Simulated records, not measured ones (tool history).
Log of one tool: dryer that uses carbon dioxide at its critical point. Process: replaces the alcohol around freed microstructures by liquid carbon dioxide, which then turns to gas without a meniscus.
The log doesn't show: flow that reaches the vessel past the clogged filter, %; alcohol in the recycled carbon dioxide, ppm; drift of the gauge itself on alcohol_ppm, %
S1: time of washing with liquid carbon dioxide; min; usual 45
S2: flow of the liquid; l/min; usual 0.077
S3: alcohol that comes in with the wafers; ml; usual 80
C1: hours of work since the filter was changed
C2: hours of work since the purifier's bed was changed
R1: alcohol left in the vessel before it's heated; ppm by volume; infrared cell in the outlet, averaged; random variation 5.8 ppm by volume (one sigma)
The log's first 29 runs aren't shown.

run,hour,S1,S2,S3,C1,C2,R1
30,200.1,45,0.0591,36,34,229,501
31,209.2,47,0.0591,36,38,233,415
32,218,35,0.1249,91,42,237,99
33,227.9,35,0.1249,91,46,241,109
34,233,35,0.1249,91,49,243,109
35,241,35,0.1249,91,52,247,111
36,249.9,35,0.1249,91,56,251,120
37,259.6,45,0.0549,69,60,255,1319
38,265.4,34,0.0512,43,63,258,3200
39,275.1,45,0.077,107,67,262,350
40,285,45,0.077,107,72,267,357
41,289.1,45,0.0991,107,73,268,117
42,296.8,45,0.0991,107,77,272,125
43,306.9,45,0.0991,107,81,276,129
44,314.3,45,0.0816,45,85,280,160
45,322.6,48,0.0654,85,88,283,530
46,331.1,37,0.0654,106,92,287,2270
47,336.3,35,0.0625,67,94,289,2150
48,341.5,35,0.0625,67,97,292,2201

Forecast each of these 3 alternatives for the next run:
A,345.7,42,0.0625,42,99,293,?
B,345.7,69,0.0953,52,99,293,?
C,345.7,40,0.0981,68,99,293,?

run,R1
A,646
B,84
C,159
Without the tool's hidden state the same runs would have given:
run,R1
A,506
B,1
C,67
